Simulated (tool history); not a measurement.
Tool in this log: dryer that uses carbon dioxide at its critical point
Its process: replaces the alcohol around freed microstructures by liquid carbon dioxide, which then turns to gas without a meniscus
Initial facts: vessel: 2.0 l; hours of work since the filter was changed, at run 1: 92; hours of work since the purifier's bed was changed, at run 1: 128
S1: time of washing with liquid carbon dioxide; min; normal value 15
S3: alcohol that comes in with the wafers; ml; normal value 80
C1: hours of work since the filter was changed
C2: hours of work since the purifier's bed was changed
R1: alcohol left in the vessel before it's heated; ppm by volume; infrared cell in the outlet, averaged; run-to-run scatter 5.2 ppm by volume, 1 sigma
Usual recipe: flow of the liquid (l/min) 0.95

{"run": 1, "hour": 0.0, "S1": 15, "flow of the liquid (l/min)": 0.95, "S3": 80, "C1": 92, "C2": 128, "R1": 148}
{"run": 2, "hour": 10.4, "S1": 15, "flow of the liquid (l/min)": 0.95, "S3": 39, "C1": 95, "C2": 132, "R1": 79}
{"run": 3, "hour": 21.6, "S1": 15, "flow of the liquid (l/min)": 0.95, "S3": 39, "C1": 99, "C2": 135, "R1": 82}
{"run": 4, "hour": 31.8, "S1": 15, "flow of the liquid (l/min)": 0.95, "S3": 39, "C1": 102, "C2": 139, "R1": 79}
{"run": 5, "hour": 39.5, "S1": 15, "flow of the liquid (l/min)": 0.95, "S3": 39, "C1": 105, "C2": 141, "R1": 84}
{"run": 6, "hour": 51.5, "S1": 15, "flow of the liquid (l/min)": 0.95, "S3": 80, "C1": 109, "C2": 145, "R1": 154}
{"run": 7, "hour": 57.3, "S1": 15, "flow of the liquid (l/min)": 0.95, "S3": 80, "C1": 111, "C2": 147, "R1": 148}
{"run": 8, "hour": 69.2, "S1": 15, "flow of the liquid (l/min)": 0.915, "S3": 80, "C1": 115, "C2": 151, "R1": 182}
{"run": 9, "hour": 77.7, "S1": 15, "flow of the liquid (l/min)": 0.915, "S3": 80, "C1": 117, "C2": 154, "R1": 182}
{"run": 10, "hour": 84.8, "S1": 15, "flow of the liquid (l/min)": 0.915, "S3": 80, "C1": 120, "C2": 156, "R1": 202}
{"run": 11, "hour": 96.2, "S1": 15, "flow of the liquid (l/min)": 0.944, "S3": 80, "C1": 123, "C2": 160, "R1": 166}
{"run": 12, "hour": 102.4, "S1": 9, "flow of the liquid (l/min)": 0.944, "S3": 80, "C1": 125, "C2": 162, "R1": 1313}
{"run": 13, "hour": 113.2, "S1": 9, "flow of the liquid (l/min)": 0.944, "S3": 80, "C1": 129, "C2": 165, "R1": 1370}
{"run": 14, "hour": 123.8, "S1": 9, "flow of the liquid (l/min)": 0.944, "S3": 80, "C1": 133, "C2": 169, "R1": 1327}
{"run": 15, "hour": 129.7, "S1": 15, "flow of the liquid (l/min)": 0.95, "S3": 80, "C1": 134, "C2": 171, "R1": 159}
{"run": 16, "hour": 139.3, "S1": 15, "flow of the liquid (l/min)": 0.95, "S3": 80, "C1": 138, "C2": 174, "R1": 165}
{"run": 17, "hour": 144.7, "S1": 15, "flow of the liquid (l/min)": 0.95, "S3": 80, "C1": 139, "C2": 176, "R1": 160}
{"run": 18, "hour": 150.2, "S1": 15, "flow of the liquid (l/min)": 0.761, "S3": 80, "C1": 141, "C2": 178, "R1": 467}
{"run": 19, "hour": 159.3, "S1": 14, "flow of the liquid (l/min)": 0.95, "S3": 80, "C1": 144, "C2": 181, "R1": 227}
{"run": 20, "hour": 167.0, "S1": 14, "flow of the liquid (l/min)": 0.95, "S3": 97, "C1": 147, "C2": 183, "R1": 261}
{"run": 21, "hour": 176.1, "S1": 15, "flow of the liquid (l/min)": 0.95, "S3": 80, "C1": 150, "C2": 186, "R1": 166}
{"run": 22, "hour": 185.8, "S1": 15, "flow of the liquid (l/min)": 0.95, "S3": 80, "C1": 153, "C2": 189, "R1": 165}
{"run": 23, "hour": 198.5, "S1": 15, "flow of the liquid (l/min)": 0.95, "S3": 80, "C1": 157, "C2": 194, "R1": 167}
{"run": 24, "hour": 210.1, "S1": 15, "flow of the liquid (l/min)": 0.95, "S3": 80, "C1": 161, "C2": 197, "R1": 168}
{"run": 25, "hour": 216.9, "S1": 14, "flow of the liquid (l/min)": 0.712, "S3": 50, "C1": 163, "C2": 200, "R1": 530}
{"run": 26, "hour": 225.8, "S1": 14, "flow of the liquid (l/min)": 0.712, "S3": 50, "C1": 166, "C2": 203, "R1": 541}
{"run": 27, "hour": 235.2, "S1": 14, "flow of the liquid (l/min)": 0.712, "S3": 50, "C1": 169, "C2": 206, "R1": 514}
{"run": 28, "hour": 246.3, "S1": 14, "flow of the liquid (l/min)": 0.712, "S3": 50, "C1": 173, "C2": 209, "R1": 568}
{"run": 29, "hour": 257.9, "S1": 12, "flow of the liquid (l/min)": 0.95, "S3": 67, "C1": 177, "C2": 213, "R1": 395}
{"run": 30, "hour": 267.5, "S1": 12, "flow of the liquid (l/min)": 0.95, "S3": 67, "C1": 180, "C2": 216, "R1": 397}
{"run": 31, "hour": 278.1, "S1": 15, "flow of the liquid (l/min)": 1.286, "S3": 56, "C1": 183, "C2": 220, "R1": 52}
{"run": 32, "hour": 289.7, "S1": 14, "flow of the liquid (l/min)": 0.632, "S3": 39, "C1": 187, "C2": 224, "R1": 653}
{"run": 33, "hour": 298.2, "S1": 13, "flow of the liquid (l/min)": 0.673, "S3": 39, "C1": 190, "C2": 226, "R1": 682}
{"run": 34, "hour": 308.6, "S1": 15, "flow of the liquid (l/min)": 1.175, "S3": 58, "C1": 193, "C2": 230, "R1": 72}
{"run": 35, "hour": 315.9, "S1": 12, "flow of the liquid (l/min)": 1.069, "S3": 58, "C1": 196, "C2": 232, "R1": 220}
{"run": 36, "hour": 324.4, "S1": 10, "flow of the liquid (l/min)": 0.95, "S3": 80, "C1": 199, "C2": 235, "R1": 980}
{"run": 37, "hour": 330.6, "S1": 19, "flow of the liquid (l/min)": 0.95, "S3": 80, "C1": 201, "C2": 237, "R1": 85}
{"run": 38, "hour": 340.5, "S1": 19, "flow of the liquid (l/min)": 0.95, "S3": 80, "C1": 204, "C2": 240, "R1": 74}
{"run": 39, "hour": 350.1, "S1": 19, "flow of the liquid (l/min)": 0.95, "S3": 80, "C1": 207, "C2": 243, "R1": 81}
{"run": 40, "hour": 359.3, "S1": 14, "flow of the liquid (l/min)": 0.95, "S3": 33, "C1": 210, "C2": 246, "R1": 132}
{"run": 41, "hour": 369.9, "S1": 14, "flow of the liquid (l/min)": 0.95, "S3": 33, "C1": 213, "C2": 250, "R1": 134}
{"run": 42, "hour": 376.6, "S1": 14, "flow of the liquid (l/min)": 0.95, "S3": 33, "C1": 216, "C2": 252, "R1": 136}
{"run": 43, "hour": 384.1, "S1": 12, "flow of the liquid (l/min)": 0.806, "S3": 85, "C1": 218, "C2": 255, "R1": 1033}
{"run": 44, "hour": 392.8, "S1": 15, "flow of the liquid (l/min)": 0.753, "S3": 28, "C1": 221, "C2": 257, "R1": 214}
{"run": 45, "hour": 401.8, "S1": 15, "flow of the liquid (l/min)": 0.753, "S3": 28, "C1": 224, "C2": 260, "R1": 225}
{"run": 46, "hour": 407.4, "S1": 23, "flow of the liquid (l/min)": 0.753, "S3": 23, "C1": 226, "C2": 262, "R1": 52}
{"run": 47, "hour": 419.5, "S1": 14, "flow of the liquid (l/min)": 0.753, "S3": 23, "C1": 230, "C2": 266, "R1": 242}
{"run": 48, "hour": 426.7, "S1": 14, "flow of the liquid (l/min)": 0.753, "S3": 23, "C1": 232, "C2": 269, "R1": 236}

Branching from run 48: 3 alternative next runs. What would each branch give?
{"run": "A", "hour": 432.9, "S1": 15, "flow of the liquid (l/min)": 0.604, "S3": 30, "C1": 234, "C2": 271, "R1": "?"}
{"run": "B", "hour": 432.9, "S1": 9, "flow of the liquid (l/min)": 0.753, "S3": 23, "C1": 234, "C2": 271, "R1": "?"}
{"run": "C", "hour": 432.9, "S1": 14, "flow of the liquid (l/min)": 0.753, "S3": 86, "C1": 234, "C2": 271, "R1": "?"}

run=A R1=531
run=B R1=900
run=C R1=795
Without the tool's hidden state the same runs would have given:
run=A R1=375
run=B R1=701
run=C R1=551
